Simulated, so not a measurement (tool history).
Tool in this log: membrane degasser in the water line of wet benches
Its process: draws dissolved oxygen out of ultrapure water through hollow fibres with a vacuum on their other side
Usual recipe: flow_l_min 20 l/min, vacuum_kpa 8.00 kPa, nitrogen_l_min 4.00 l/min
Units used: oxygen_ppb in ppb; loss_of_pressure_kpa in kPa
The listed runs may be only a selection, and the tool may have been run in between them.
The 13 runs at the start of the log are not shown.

| run | hour | flow_l_min | vacuum_kpa | nitrogen_l_min | hours since the membrane was changed | hours since the vacuum gauge was calibrated | hours since the vacuum lines were made tight | oxygen_ppb | loss_of_pressure_kpa |
|---|---|---|---|---|---|---|---|---|---|
| 14 | 1927.9 | 24 | 8.00 | 4.00 | 2668 | 4462 | 3266 | 251.4 | 48.46 |
| 15 | 2083.7 | 20 | 8.00 | 1.81 | 2824 | 4617 | 3422 | 273.6 | 40.60 |
| 16 | 2259.8 | 32 | 10.47 | 3.56 | 3000 | 4794 | 3598 | 404.8 | 65.15 |
| 17 | 2469.6 | 32 | 10.47 | 2.11 | 3210 | 5003 | 3808 | 506.1 | 64.78 |
| 18 | 2635.6 | 13 | 8.00 | 4.00 | 3376 | 5169 | 3974 | 122.0 | 26.62 |
| 19 | 2845.4 | 12 | 11.99 | 8.82 | 3585 | 5379 | 4183 | 100.9 | 24.35 |
| 20 | 2998.7 | 21 | 8.00 | 11.16 | 3739 | 5533 | 4337 | 178.5 | 42.52 |
| 21 | 3110.5 | 21 | 8.00 | 11.16 | 3851 | 5644 | 4449 | 181.7 | 43.11 |
| 22 | 3326.8 | 20 | 8.00 | 3.42 | 4067 | 5861 | 4665 | 220.5 | 40.14 |
| 23 | 3428.8 | 13 | 8.00 | 1.75 | 4169 | 5963 | 4767 | 174.6 | 26.52 |
| 24 | 3535.4 | 20 | 7.33 | 4.69 | 4275 | 6069 | 4874 | 194.5 | 40.88 |
|  | 3624.7 | vacuum gauge calibrated |
| 25 | 3685.0 | 20 | 7.33 | 4.69 | 4425 | 60 | 5023 | 190.9 | 40.85 |
| 26 | 3824.7 | 20 | 7.33 | 4.69 | 4564 | 200 | 5162 | 194.5 | 40.84 |
| 27 | 4020.2 | 20 | 5.28 | 4.27 | 4760 | 395 | 5358 | 171.7 | 41.41 |
| 28 | 4182.7 | 20 | 10.85 | 3.75 | 4922 | 558 | 5520 | 249.6 | 40.85 |
| 29 | 4349.0 | 31 | 8.00 | 2.77 | 5089 | 724 | 5687 | 386.0 | 63.93 |
| 30 | 4500.8 | 31 | 8.00 | 3.44 | 5240 | 876 | 5838 | 353.8 | 63.81 |

Here are 5 independent what-if runs from the current tool condition. What would each one return?
| A | 4689.3 | 23 | 5.60 | 5.98 | 5429 | 1065 | 6027 | ? | ? |
| B | 4689.3 | 31 | 8.76 | 6.02 | 5429 | 1065 | 6027 | ? | ? |
| C | 4689.3 | 17 | 17.34 | 4.46 | 5429 | 1065 | 6027 | ? | ? |
| D | 4689.3 | 17 | 4.81 | 4.00 | 5429 | 1065 | 6027 | ? | ? |
| E | 4689.3 | 17 | 8.00 | 4.00 | 5429 | 1065 | 6027 | ? | ? |

| run | oxygen_ppb | loss_of_pressure_kpa |
|---|---|---|
| A | 209.0 | 47.91 |
| B | 330.1 | 64.19 |
| C | 253.8 | 35.38 |
| D | 142.9 | 35.01 |
| E | 176.1 | 34.99 |
Without the tool's hidden state the same runs would have given:
| run | oxygen_ppb | loss_of_pressure_kpa |
|---|---|---|
| A | 178.6 | 45.82 |
| B | 290.8 | 61.38 |
| C | 229.4 | 33.84 |
| D | 120.0 | 33.48 |
| E | 152.7 | 33.47 |

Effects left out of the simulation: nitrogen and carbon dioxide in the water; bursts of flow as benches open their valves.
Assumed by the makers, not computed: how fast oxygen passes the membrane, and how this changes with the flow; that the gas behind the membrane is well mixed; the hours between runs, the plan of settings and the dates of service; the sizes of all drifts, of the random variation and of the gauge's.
